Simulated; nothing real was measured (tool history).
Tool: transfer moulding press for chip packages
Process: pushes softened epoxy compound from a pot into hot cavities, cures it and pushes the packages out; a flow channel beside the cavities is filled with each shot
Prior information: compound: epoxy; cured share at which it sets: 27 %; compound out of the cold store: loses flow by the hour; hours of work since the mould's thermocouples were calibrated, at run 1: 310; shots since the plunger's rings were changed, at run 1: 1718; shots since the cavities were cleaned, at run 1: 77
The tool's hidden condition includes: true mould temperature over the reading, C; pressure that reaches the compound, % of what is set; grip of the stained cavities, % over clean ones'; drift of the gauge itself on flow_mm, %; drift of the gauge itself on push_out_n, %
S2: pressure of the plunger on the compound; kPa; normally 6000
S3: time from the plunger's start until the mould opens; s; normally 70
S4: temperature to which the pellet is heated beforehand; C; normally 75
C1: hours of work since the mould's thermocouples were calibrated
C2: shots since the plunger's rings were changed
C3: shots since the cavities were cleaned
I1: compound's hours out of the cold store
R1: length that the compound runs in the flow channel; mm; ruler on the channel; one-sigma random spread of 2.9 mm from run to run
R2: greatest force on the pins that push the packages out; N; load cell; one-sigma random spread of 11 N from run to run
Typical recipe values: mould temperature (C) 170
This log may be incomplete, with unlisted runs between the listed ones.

run 1 day=0.000 | mould_temperature_(C)=170 S2=6000 S3=70 S4=75 | C1=310 C2=1718 C3=77 | I1=23.3 | R1=797 R2=569
run 2 day=0.575 | mould_temperature_(C)=170 S2=6000 S3=70 S4=75 | C1=319 C2=1925 C3=284 | I1=14.3 | R1=844 R2=744
run 3 day=1.088 | mould_temperature_(C)=170 S2=6000 S3=70 S4=82 | C1=327 C2=2108 C3=467 | I1=36.8 | R1=718 R2=763
-- day=1.258 cavities cleaned with cleaning compound and waxed
run 4 day=1.642 | mould_temperature_(C)=170 S2=6000 S3=109 S4=75 | C1=335 C2=2285 C3=137 | I1=41.6 | R1=695 R2=560
run 5 day=1.992 | mould_temperature_(C)=170 S2=6000 S3=70 S4=75 | C1=340 C2=2412 C3=264 | I1=14.2 | R1=835 R2=1024
run 6 day=2.621 | mould_temperature_(C)=170 S2=6000 S3=70 S4=75 | C1=350 C2=2637 C3=489 | I1=16.2 | R1=819 R2=1046
-- day=2.733 cavities cleaned with cleaning compound and waxed
-- day=3.058 mould's thermocouples calibrated
run 7 day=3.129 | mould_temperature_(C)=170 S2=6000 S3=70 S4=75 | C1=1 C2=2768 C3=112 | I1=12.8 | R1=838 R2=609
-- day=3.229 cavities cleaned with cleaning compound and waxed, once more
run 8 day=3.871 | mould_temperature_(C)=170 S2=6000 S3=70 S4=75 | C1=12 C2=3013 C3=231 | I1=25.4 | R1=766 R2=677
run 9 day=4.483 | mould_temperature_(C)=169 S2=4570 S3=70 S4=75 | C1=21 C2=3234 C3=452 | I1=26.1 | R1=663 R2=891
-- day=4.700 cavities cleaned with cleaning compound and waxed
-- day=5.154 plunger's sealing rings changed
run 10 day=5.425 | mould_temperature_(C)=169 S2=4570 S3=70 S4=75 | C1=33 C2=97 C3=223 | I1=35.1 | R1=659 R2=725
run 11 day=6.021 | mould_temperature_(C)=169 S2=4570 S3=70 S4=70 | C1=43 C2=312 C3=438 | I1=41.4 | R1=632 R2=850
-- day=6.288 cavities cleaned with cleaning compound and waxed
run 12 day=6.721 | mould_temperature_(C)=164 S2=4720 S3=68 S4=71 | C1=52 C2=541 C3=155 | I1=36.5 | R1=669 R2=996
run 13 day=7.208 | mould_temperature_(C)=164 S2=4720 S3=68 S4=71 | C1=60 C2=717 C3=331 | I1=35.3 | R1=672 R2=1204
-- day=7.758 cavities cleaned with cleaning compound and waxed
run 14 day=7.771 | mould_temperature_(C)=177 S2=6360 S3=65 S4=71 | C1=68 C2=897 C3=5 | I1=43.8 | R1=714 R2=356
run 15 day=8.304 | mould_temperature_(C)=164 S2=4940 S3=70 S4=67 | C1=76 C2=1089 C3=197 | I1=22.0 | R1=759 R2=1080

Here are 4 independent what-if runs from the current tool condition. What would each one return?
run A day=8.904 | mould_temperature_(C)=170 S2=5040 S3=69 S4=82 | C1=85 C2=1305 C3=413 | I1=14.3 | R1=? R2=?
run B day=8.904 | mould_temperature_(C)=164 S2=5390 S3=93 S4=67 | C1=85 C2=1305 C3=413 | I1=15.5 | R1=? R2=?
run C day=8.904 | mould_temperature_(C)=170 S2=6000 S3=88 S4=66 | C1=85 C2=1305 C3=413 | I1=36.2 | R1=? R2=?
run D day=8.904 | mould_temperature_(C)=166 S2=4940 S3=106 S4=77 | C1=85 C2=1305 C3=413 | I1=24.5 | R1=? R2=?

run=A R1=774 R2=828
run=B R1=808 R2=642
run=C R1=730 R2=508
run=D R1=729 R2=504
The same runs, with their run-to-run variation unchanged, on a tool lacking any hidden condition would have given:
run=A R1=793 R2=498
run=B R1=829 R2=382
run=C R1=749 R2=301
run=D R1=747 R2=297
